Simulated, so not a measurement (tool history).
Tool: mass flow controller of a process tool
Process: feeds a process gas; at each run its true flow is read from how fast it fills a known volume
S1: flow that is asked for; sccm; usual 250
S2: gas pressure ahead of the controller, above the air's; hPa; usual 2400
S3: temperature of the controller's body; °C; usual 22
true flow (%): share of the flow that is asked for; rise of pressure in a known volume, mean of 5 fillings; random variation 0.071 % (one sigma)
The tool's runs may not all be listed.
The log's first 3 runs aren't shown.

{"run": 4, "day": 7.629, "S1": 250, "S2": 2400, "S3": 22, "true flow (%)": 99.76}
{"run": 5, "day": 9.542, "S1": 163, "S2": 2400, "S3": 22, "true flow (%)": 99.49}
{"run": 6, "day": 12.933, "S1": 250, "S2": 2400, "S3": 22, "true flow (%)": 99.92}
{"run": 7, "day": 16.2, "S1": 250, "S2": 2400, "S3": 22, "true flow (%)": 99.88}
{"run": 8, "day": 18.346, "S1": 250, "S2": 2400, "S3": 22, "true flow (%)": 99.99}
{"run": 9, "day": 21.642, "S1": 250, "S2": 2400, "S3": 22, "true flow (%)": 99.93}
{"run": 10, "day": 23.738, "S1": 250, "S2": 2400, "S3": 22, "true flow (%)": 100.1}
{"run": 11, "day": 27.417, "S1": 250, "S2": 2400, "S3": 22, "true flow (%)": 100.05}
{"run": 12, "day": 30.904, "S1": 250, "S2": 2400, "S3": 22, "true flow (%)": 100.16}
{"run": 13, "day": 33.288, "S1": 250, "S2": 2400, "S3": 22, "true flow (%)": 100.26}
{"run": 14, "day": 35.521, "S1": 250, "S2": 2320, "S3": 22, "true flow (%)": 100.27}
{"run": 15, "day": 38.138, "S1": 250, "S2": 2400, "S3": 22, "true flow (%)": 100.45}
{"run": 16, "day": 39.908, "S1": 93, "S2": 1640, "S3": 27, "true flow (%)": 99.52}
{"run": 17, "day": 41.55, "S1": 93, "S2": 1640, "S3": 27, "true flow (%)": 99.58}
{"run": 18, "day": 43.212, "S1": 168, "S2": 2440, "S3": 32, "true flow (%)": 99.88}
{"run": 19, "day": 45.912, "S1": 360, "S2": 2070, "S3": 22, "true flow (%)": 100.77}
{"run": 20, "day": 48.108, "S1": 250, "S2": 1990, "S3": 22, "true flow (%)": 100.68}
{"run": 21, "day": 49.754, "S1": 250, "S2": 1990, "S3": 22, "true flow (%)": 100.56}
{"run": 22, "day": 53.071, "S1": 250, "S2": 1420, "S3": 22, "true flow (%)": 100.43}
{"run": 23, "day": 54.825, "S1": 114, "S2": 1470, "S3": 22, "true flow (%)": 100.05}
{"run": 24, "day": 57.492, "S1": 114, "S2": 1470, "S3": 22, "true flow (%)": 100.18}

Forecast run 25:
{"run": 25, "day": 59.646, "S1": 62, "S2": 2290, "S3": 26, "true flow (%)": "?"}

Run 25 gave true flow (%) 100.29.
Without the tool's hidden state the same run would have given true flow (%) 98.87.
